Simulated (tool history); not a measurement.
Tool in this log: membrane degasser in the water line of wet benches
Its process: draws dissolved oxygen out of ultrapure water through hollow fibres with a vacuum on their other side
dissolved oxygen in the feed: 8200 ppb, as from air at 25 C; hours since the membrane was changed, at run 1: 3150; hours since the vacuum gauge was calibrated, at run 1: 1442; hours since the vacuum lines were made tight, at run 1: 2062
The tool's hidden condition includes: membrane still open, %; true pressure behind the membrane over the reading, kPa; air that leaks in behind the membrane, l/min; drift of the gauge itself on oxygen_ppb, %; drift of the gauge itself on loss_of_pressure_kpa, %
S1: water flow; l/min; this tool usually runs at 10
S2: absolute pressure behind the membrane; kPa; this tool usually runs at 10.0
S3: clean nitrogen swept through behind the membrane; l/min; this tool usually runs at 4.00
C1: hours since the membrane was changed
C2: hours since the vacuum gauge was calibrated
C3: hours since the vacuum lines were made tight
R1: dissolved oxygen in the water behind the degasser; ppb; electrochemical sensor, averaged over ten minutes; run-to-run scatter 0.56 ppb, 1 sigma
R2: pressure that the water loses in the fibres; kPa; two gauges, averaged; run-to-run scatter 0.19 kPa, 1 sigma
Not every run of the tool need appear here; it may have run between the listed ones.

run    hour  S1    S2     S3    C1    C2    C3     R1     R2
  1     0.0  10  10.0   4.00  3150  1442  2062   46.9  37.58
  2   173.1  10   7.4   4.00  3323  1615  2235   30.4  37.90
  3   328.2  10  10.0   4.00  3478  1770  2390   46.2  37.73
  4   479.8  10  20.5   4.00  3630  1922  2541  111.5  37.81
  5   673.3  10  20.5   4.00  3823  2115  2735  110.0  37.82
  6   842.7  10  20.5   4.00  3993  2285  2904  110.0  37.69
  7   990.7  10  10.0   4.00  4141  2433  3052   46.7  37.75
  8  1105.2  10  10.0   4.00  4255  2547  3167   46.6  37.69
  9  1267.0  10  10.0   4.00  4417  2709  3329   47.6  37.18
 10  1467.8  10  10.0   4.00  4618  2910  3529   46.9  37.82
 11  1623.9  10  10.0   4.00  4774  3066  3685   47.2  37.70
 12  1746.2  10   7.4   8.19  4896  3188  3808   17.8  37.73
 13  1971.3  10   7.4   8.19  5121  3413  4033   18.1  37.62
 14  2158.7  14  19.4   8.19  5309  3601  4220   79.0  52.02
 15  2312.9  14  19.4   3.07  5463  3755  4374  187.9  52.10
 16  2485.6  14  19.4   3.07  5636  3928  4547  190.5  52.23
 17  2591.1  10  10.4   2.08  5741  4033  4653   88.0  37.11
 18  2744.1  10  10.4   2.08  5894  4186  4806   88.6  37.29
 19  2927.1  10  10.4   2.08  6077  4369  4989   90.1  36.47
 20  3082.1  14  19.8  10.18  6232  4524  5144   67.6  51.89
 21  3268.3  14  19.8  10.18  6418  4710  5330   66.4  51.69

Predict each of these 3 candidate next runs independently; none follows another, all start after run 21:
  A  3460.6  10  10.0  4.00  6611  4903  5522   ?   ?
  B  3460.6   9  12.2  4.00  6611  4903  5522   ?   ?
  C  3460.6  10  16.6  4.00  6611  4903  5522   ?   ?

run    R1     R2
  A  47.5  37.02
  B  54.7  33.44
  C  87.0  36.89
The same runs, with their run-to-run variation unchanged, on a tool lacking any hidden condition would have given:
run    R1     R2
  A  47.3  37.98
  B  54.5  34.31
  C  86.8  37.85
